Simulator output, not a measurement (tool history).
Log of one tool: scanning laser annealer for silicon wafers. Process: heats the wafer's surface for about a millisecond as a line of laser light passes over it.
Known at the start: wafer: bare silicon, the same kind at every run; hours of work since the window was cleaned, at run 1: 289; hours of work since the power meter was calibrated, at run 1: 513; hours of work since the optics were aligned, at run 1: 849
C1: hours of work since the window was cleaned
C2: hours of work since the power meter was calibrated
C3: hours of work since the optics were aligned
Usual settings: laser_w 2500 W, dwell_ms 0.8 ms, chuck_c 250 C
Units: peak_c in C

{"run": 1, "hour": 0.0, "laser_w": 2500, "dwell_ms": 0.8, "chuck_c": 250, "C1": 289, "C2": 513, "C3": 849, "peak_c": 988}
{"run": 2, "hour": 25.4, "laser_w": 2500, "dwell_ms": 0.8, "chuck_c": 250, "C1": 299, "C2": 523, "C3": 860, "peak_c": 987}
{"run": 3, "hour": 41.7, "laser_w": 2500, "dwell_ms": 0.8, "chuck_c": 250, "C1": 306, "C2": 530, "C3": 866, "peak_c": 987}
{"run": 4, "hour": 59.7, "laser_w": 2500, "dwell_ms": 0.808, "chuck_c": 250, "C1": 313, "C2": 537, "C3": 874, "peak_c": 990}
{"run": 5, "hour": 78.1, "laser_w": 2500, "dwell_ms": 0.808, "chuck_c": 250, "C1": 321, "C2": 545, "C3": 881, "peak_c": 990}
{"run": 6, "hour": 102.5, "laser_w": 2500, "dwell_ms": 0.808, "chuck_c": 250, "C1": 330, "C2": 554, "C3": 891, "peak_c": 990}
{"run": 7, "hour": 118.4, "laser_w": 2500, "dwell_ms": 0.808, "chuck_c": 250, "C1": 337, "C2": 561, "C3": 897, "peak_c": 990}
{"run": 8, "hour": 136.3, "laser_w": 2500, "dwell_ms": 0.808, "chuck_c": 250, "C1": 344, "C2": 568, "C3": 904, "peak_c": 987}
{"run": 9, "hour": 165.6, "laser_w": 2341, "dwell_ms": 0.8, "chuck_c": 250, "C1": 356, "C2": 580, "C3": 916, "peak_c": 935}
{"run": 10, "hour": 187.1, "laser_w": 2500, "dwell_ms": 0.8, "chuck_c": 250, "C1": 365, "C2": 589, "C3": 925, "peak_c": 984}
{"hour": 201.7, "done": "optics aligned, line set to its width"}
{"run": 11, "hour": 210.6, "laser_w": 2500, "dwell_ms": 0.8, "chuck_c": 250, "C1": 372, "C2": 596, "C3": 4, "peak_c": 975}
{"run": 12, "hour": 243.7, "laser_w": 2500, "dwell_ms": 0.8, "chuck_c": 250, "C1": 385, "C2": 609, "C3": 17, "peak_c": 975}
{"run": 13, "hour": 269.1, "laser_w": 2500, "dwell_ms": 0.8, "chuck_c": 258, "C1": 396, "C2": 620, "C3": 27, "peak_c": 982}
{"run": 14, "hour": 299.7, "laser_w": 2500, "dwell_ms": 0.8, "chuck_c": 258, "C1": 408, "C2": 632, "C3": 40, "peak_c": 981}
{"run": 15, "hour": 321.7, "laser_w": 2500, "dwell_ms": 0.8, "chuck_c": 258, "C1": 417, "C2": 641, "C3": 48, "peak_c": 981}
{"hour": 343.1, "done": "optics aligned, line set to its width, once more"}
{"run": 16, "hour": 347.8, "laser_w": 2500, "dwell_ms": 0.8, "chuck_c": 258, "C1": 425, "C2": 649, "C3": 2, "peak_c": 1006}
{"run": 17, "hour": 368.8, "laser_w": 2500, "dwell_ms": 0.575, "chuck_c": 250, "C1": 434, "C2": 658, "C3": 10, "peak_c": 898}
{"run": 18, "hour": 399.9, "laser_w": 2500, "dwell_ms": 0.575, "chuck_c": 250, "C1": 446, "C2": 670, "C3": 23, "peak_c": 895}
{"run": 19, "hour": 433.4, "laser_w": 2500, "dwell_ms": 0.8, "chuck_c": 250, "C1": 460, "C2": 684, "C3": 36, "peak_c": 995}
{"run": 20, "hour": 453.4, "laser_w": 2500, "dwell_ms": 0.8, "chuck_c": 250, "C1": 468, "C2": 692, "C3": 45, "peak_c": 996}
{"run": 21, "hour": 469.2, "laser_w": 2500, "dwell_ms": 0.8, "chuck_c": 250, "C1": 474, "C2": 698, "C3": 51, "peak_c": 994}
{"run": 22, "hour": 488.3, "laser_w": 2500, "dwell_ms": 0.8, "chuck_c": 250, "C1": 482, "C2": 706, "C3": 59, "peak_c": 993}
{"run": 23, "hour": 517.1, "laser_w": 2500, "dwell_ms": 0.8, "chuck_c": 250, "C1": 494, "C2": 718, "C3": 70, "peak_c": 993}
{"run": 24, "hour": 544.9, "laser_w": 2500, "dwell_ms": 0.8, "chuck_c": 250, "C1": 505, "C2": 729, "C3": 81, "peak_c": 995}
{"run": 25, "hour": 578.0, "laser_w": 2500, "dwell_ms": 0.8, "chuck_c": 250, "C1": 518, "C2": 742, "C3": 95, "peak_c": 992}
{"run": 26, "hour": 600.7, "laser_w": 2500, "dwell_ms": 0.615, "chuck_c": 250, "C1": 527, "C2": 752, "C3": 104, "peak_c": 911}
{"run": 27, "hour": 620.4, "laser_w": 2172, "dwell_ms": 0.894, "chuck_c": 239, "C1": 535, "C2": 759, "C3": 112, "peak_c": 908}
{"run": 28, "hour": 649.0, "laser_w": 2410, "dwell_ms": 0.702, "chuck_c": 284, "C1": 547, "C2": 771, "C3": 123, "peak_c": 958}
{"run": 29, "hour": 676.5, "laser_w": 2410, "dwell_ms": 0.702, "chuck_c": 284, "C1": 558, "C2": 782, "C3": 135, "peak_c": 956}
{"run": 30, "hour": 697.4, "laser_w": 2666, "dwell_ms": 0.8, "chuck_c": 250, "C1": 566, "C2": 791, "C3": 143, "peak_c": 1045}
{"run": 31, "hour": 721.2, "laser_w": 2263, "dwell_ms": 0.854, "chuck_c": 246, "C1": 576, "C2": 800, "C3": 153, "peak_c": 934}
{"run": 32, "hour": 754.3, "laser_w": 2175, "dwell_ms": 0.854, "chuck_c": 226, "C1": 589, "C2": 813, "C3": 166, "peak_c": 882}
{"run": 33, "hour": 786.7, "laser_w": 2267, "dwell_ms": 0.924, "chuck_c": 259, "C1": 602, "C2": 827, "C3": 179, "peak_c": 967}
{"run": 34, "hour": 815.2, "laser_w": 2477, "dwell_ms": 0.581, "chuck_c": 242, "C1": 614, "C2": 838, "C3": 191, "peak_c": 878}
{"run": 35, "hour": 838.4, "laser_w": 2500, "dwell_ms": 0.626, "chuck_c": 267, "C1": 623, "C2": 847, "C3": 200, "peak_c": 930}

Run 36 comes next. What will it give?
{"run": 36, "hour": 867.7, "laser_w": 2500, "dwell_ms": 0.8, "chuck_c": 265, "C1": 635, "C2": 859, "C3": 212, "peak_c": "?"}

peak_c: 1001 C
Without the tool's hidden state the same run would have given peak_c 1023 C.
